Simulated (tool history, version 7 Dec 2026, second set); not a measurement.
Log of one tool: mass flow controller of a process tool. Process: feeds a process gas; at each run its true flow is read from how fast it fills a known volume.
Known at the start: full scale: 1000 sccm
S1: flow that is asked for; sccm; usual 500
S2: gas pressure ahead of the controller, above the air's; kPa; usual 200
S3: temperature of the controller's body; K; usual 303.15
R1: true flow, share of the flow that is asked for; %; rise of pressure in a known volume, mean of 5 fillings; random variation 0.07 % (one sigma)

run,hour,S1,S2,S3,R1
1,0,500,200,303.15,98.09
2,71.6,500,200,303.15,98.12
3,212.2,500,200,303.15,98.14
4,301.2,500,200,303.15,98.17
5,359.5,500,200,303.15,98.04
6,490.9,500,200,303.15,98.21
7,572.6,500,200,303.15,98.15
8,686.3,500,200,294.15,98.82
9,780.9,500,200,294.15,98.78
10,913,500,200,294.15,98.89
11,1003.5,500,200,294.15,98.76
12,1143.7,500,200,294.15,98.9
13,1274.2,500,200,294.15,98.83
14,1380,500,200,294.15,98.98
15,1511.9,500,200,303.15,98.18
16,1570.6,500,200,303.15,98.18
17,1645.8,366,200,303.15,98.33
18,1708.3,366,200,303.15,98.32
19,1784.3,366,199,303.15,98.44
20,1900.8,242,200,303.15,99.07

Run 21 comes next. What will it give?
21,1984.9,500,197,306.15,?

{"run 21": {"R1": 97.88}}
Without the tool's hidden state the same run would have given R1 97.5 %.
